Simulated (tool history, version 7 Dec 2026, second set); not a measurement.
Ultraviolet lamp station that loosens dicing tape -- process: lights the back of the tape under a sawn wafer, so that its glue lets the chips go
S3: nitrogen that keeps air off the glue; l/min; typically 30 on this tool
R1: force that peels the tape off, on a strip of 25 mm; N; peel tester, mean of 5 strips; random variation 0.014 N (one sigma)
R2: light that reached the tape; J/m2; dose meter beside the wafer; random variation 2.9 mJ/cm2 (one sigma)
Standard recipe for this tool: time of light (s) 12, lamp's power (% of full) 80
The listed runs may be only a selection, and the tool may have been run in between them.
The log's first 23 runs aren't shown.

run 24 hour=398.7 | time_of_light_(s)=10 lamp's_power_(%_of_full)=88 S3=14 | R1=1.713 R2=3100
run 25 hour=415.4 | time_of_light_(s)=8 lamp's_power_(%_of_full)=75 S3=14 | R1=2.506 R2=2090
run 26 hour=441.4 | time_of_light_(s)=16 lamp's_power_(%_of_full)=89 S3=39 | R1=0.42 R2=4950
run 27 hour=454.1 | time_of_light_(s)=11 lamp's_power_(%_of_full)=77 S3=21 | R1=1.492 R2=2900
run 28 hour=479.3 | time_of_light_(s)=11 lamp's_power_(%_of_full)=77 S3=21 | R1=1.478 R2=2970
run 29 hour=501.7 | time_of_light_(s)=11 lamp's_power_(%_of_full)=77 S3=21 | R1=1.607 R2=2880
run 30 hour=525.5 | time_of_light_(s)=15 lamp's_power_(%_of_full)=76 S3=10 | R1=1.517 R2=3860
run 31 hour=546 | time_of_light_(s)=15 lamp's_power_(%_of_full)=74 S3=30 | R1=0.874 R2=3710
run 32 hour=562.3 | time_of_light_(s)=15 lamp's_power_(%_of_full)=74 S3=30 | R1=0.92 R2=3710
run 33 hour=581.6 | time_of_light_(s)=15 lamp's_power_(%_of_full)=74 S3=30 | R1=0.88 R2=3710
run 34 hour=594.8 | time_of_light_(s)=9 lamp's_power_(%_of_full)=97 S3=9 | R1=2.145 R2=2940
run 35 hour=615.7 | time_of_light_(s)=12 lamp's_power_(%_of_full)=91 S3=16 | R1=1.356 R2=3580
run 36 hour=641 | time_of_light_(s)=8 lamp's_power_(%_of_full)=60 S3=11 | R1=3.263 R2=1580

Predict the results of run 37:
run 37 hour=667.1 | time_of_light_(s)=13 lamp's_power_(%_of_full)=80 S3=39 | R1=? R2=?

{"run 37": {"R1": 0.935, "R2": 3380}}
If the tool had no hidden condition, the same run with the same run-to-run variation would have returned R1 0.513 N, R2 4650 J/m2.
